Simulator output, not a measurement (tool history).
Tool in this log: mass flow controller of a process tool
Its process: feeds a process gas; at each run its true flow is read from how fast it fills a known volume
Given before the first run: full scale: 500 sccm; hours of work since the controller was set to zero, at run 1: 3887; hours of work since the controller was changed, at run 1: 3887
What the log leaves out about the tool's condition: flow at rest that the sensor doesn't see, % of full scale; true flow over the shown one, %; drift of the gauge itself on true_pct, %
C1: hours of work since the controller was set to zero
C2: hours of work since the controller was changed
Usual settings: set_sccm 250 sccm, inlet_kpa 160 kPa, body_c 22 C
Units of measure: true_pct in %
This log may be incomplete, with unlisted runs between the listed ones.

{"run": 1, "hour": 0.0, "set_sccm": 250, "inlet_kpa": 160, "body_c": 22, "C1": 3887, "C2": 3887, "true_pct": 98.09}
{"run": 2, "hour": 277.0, "set_sccm": 250, "inlet_kpa": 160, "body_c": 36, "C1": 4066, "C2": 4066, "true_pct": 99.02}
{"run": 3, "hour": 467.9, "set_sccm": 499, "inlet_kpa": 160, "body_c": 36, "C1": 4190, "C2": 4190, "true_pct": 100.27}
{"run": 4, "hour": 746.7, "set_sccm": 250, "inlet_kpa": 222, "body_c": 22, "C1": 4370, "C2": 4370, "true_pct": 98.3}
{"run": 5, "hour": 948.5, "set_sccm": 316, "inlet_kpa": 160, "body_c": 22, "C1": 4501, "C2": 4501, "true_pct": 98.2}
{"run": 6, "hour": 1075.8, "set_sccm": 316, "inlet_kpa": 217, "body_c": 22, "C1": 4583, "C2": 4583, "true_pct": 98.49}
{"run": 7, "hour": 1211.3, "set_sccm": 316, "inlet_kpa": 264, "body_c": 22, "C1": 4671, "C2": 4671, "true_pct": 98.68}
{"run": 8, "hour": 1388.5, "set_sccm": 250, "inlet_kpa": 160, "body_c": 29, "C1": 4786, "C2": 4786, "true_pct": 98.58}
{"run": 9, "hour": 1571.2, "set_sccm": 250, "inlet_kpa": 160, "body_c": 29, "C1": 4904, "C2": 4904, "true_pct": 98.56}
{"run": 10, "hour": 1855.7, "set_sccm": 250, "inlet_kpa": 160, "body_c": 29, "C1": 5088, "C2": 5088, "true_pct": 98.69}
{"run": 11, "hour": 1971.2, "set_sccm": 250, "inlet_kpa": 160, "body_c": 22, "C1": 5163, "C2": 5163, "true_pct": 97.98}
{"run": 12, "hour": 2198.7, "set_sccm": 250, "inlet_kpa": 181, "body_c": 22, "C1": 5310, "C2": 5310, "true_pct": 98.1}
{"run": 13, "hour": 2347.7, "set_sccm": 250, "inlet_kpa": 160, "body_c": 22, "C1": 5406, "C2": 5406, "true_pct": 97.99}
{"run": 14, "hour": 2615.4, "set_sccm": 250, "inlet_kpa": 160, "body_c": 22, "C1": 5580, "C2": 5580, "true_pct": 97.96}
{"run": 15, "hour": 2809.4, "set_sccm": 250, "inlet_kpa": 160, "body_c": 22, "C1": 5705, "C2": 5705, "true_pct": 98.12}
{"run": 16, "hour": 3067.1, "set_sccm": 250, "inlet_kpa": 173, "body_c": 22, "C1": 5872, "C2": 5872, "true_pct": 98.1}
{"run": 17, "hour": 3316.7, "set_sccm": 250, "inlet_kpa": 173, "body_c": 22, "C1": 6033, "C2": 6033, "true_pct": 97.87}
{"run": 18, "hour": 3497.9, "set_sccm": 250, "inlet_kpa": 193, "body_c": 22, "C1": 6151, "C2": 6151, "true_pct": 98.1}
{"run": 19, "hour": 3762.6, "set_sccm": 394, "inlet_kpa": 164, "body_c": 27, "C1": 6322, "C2": 6322, "true_pct": 98.81}
{"run": 20, "hour": 3896.4, "set_sccm": 65, "inlet_kpa": 197, "body_c": 34, "C1": 6409, "C2": 6409, "true_pct": 102.23}
{"run": 21, "hour": 4113.5, "set_sccm": 150, "inlet_kpa": 245, "body_c": 22, "C1": 6549, "C2": 6549, "true_pct": 98.94}
{"run": 22, "hour": 4266.8, "set_sccm": 349, "inlet_kpa": 182, "body_c": 38, "C1": 6648, "C2": 6648, "true_pct": 99.6}
{"run": 23, "hour": 4393.9, "set_sccm": 309, "inlet_kpa": 256, "body_c": 37, "C1": 6731, "C2": 6731, "true_pct": 99.94}
{"run": 24, "hour": 4633.4, "set_sccm": 86, "inlet_kpa": 195, "body_c": 38, "C1": 6886, "C2": 6886, "true_pct": 101.26}
{"run": 25, "hour": 4844.7, "set_sccm": 86, "inlet_kpa": 195, "body_c": 38, "C1": 7022, "C2": 7022, "true_pct": 101.43}
{"run": 26, "hour": 5091.1, "set_sccm": 201, "inlet_kpa": 182, "body_c": 21, "C1": 7182, "C2": 7182, "true_pct": 98.01}
{"run": 27, "hour": 5375.2, "set_sccm": 201, "inlet_kpa": 182, "body_c": 21, "C1": 7366, "C2": 7366, "true_pct": 98.2}
{"run": 28, "hour": 5586.7, "set_sccm": 201, "inlet_kpa": 182, "body_c": 21, "C1": 7503, "C2": 7503, "true_pct": 98.12}
{"hour": 5627.3, "done": "controller's zero set anew"}
{"run": 29, "hour": 5763.7, "set_sccm": 76, "inlet_kpa": 280, "body_c": 26, "C1": 88, "C2": 7617, "true_pct": 96.23}
{"run": 30, "hour": 5905.3, "set_sccm": 145, "inlet_kpa": 250, "body_c": 34, "C1": 180, "C2": 7708, "true_pct": 97.12}
{"run": 31, "hour": 6030.8, "set_sccm": 175, "inlet_kpa": 235, "body_c": 35, "C1": 261, "C2": 7790, "true_pct": 97.44}
{"run": 32, "hour": 6238.0, "set_sccm": 242, "inlet_kpa": 263, "body_c": 35, "C1": 395, "C2": 7924, "true_pct": 97.7}
{"run": 33, "hour": 6436.9, "set_sccm": 83, "inlet_kpa": 160, "body_c": 26, "C1": 524, "C2": 8052, "true_pct": 95.92}
{"run": 34, "hour": 6568.8, "set_sccm": 250, "inlet_kpa": 164, "body_c": 23, "C1": 609, "C2": 8138, "true_pct": 96.46}

Predict each of these 4 candidate next runs independently; none follows another, all start after run 34:
{"run": "A", "hour": 6716.9, "set_sccm": 128, "inlet_kpa": 160, "body_c": 22, "C1": 705, "C2": 8234, "true_pct": "?"}
{"run": "B", "hour": 6716.9, "set_sccm": 250, "inlet_kpa": 211, "body_c": 30, "C1": 705, "C2": 8234, "true_pct": "?"}
{"run": "C", "hour": 6716.9, "set_sccm": 51, "inlet_kpa": 164, "body_c": 26, "C1": 705, "C2": 8234, "true_pct": "?"}
{"run": "D", "hour": 6716.9, "set_sccm": 250, "inlet_kpa": 245, "body_c": 23, "C1": 705, "C2": 8234, "true_pct": "?"}

run=A true_pct=95.86
run=B true_pct=97.19
run=C true_pct=96.21
run=D true_pct=96.88
What these runs would have given with no unlogged condition in the tool:
run=A true_pct=97.33
run=B true_pct=98.87
run=C true_pct=97.07
run=D true_pct=98.55
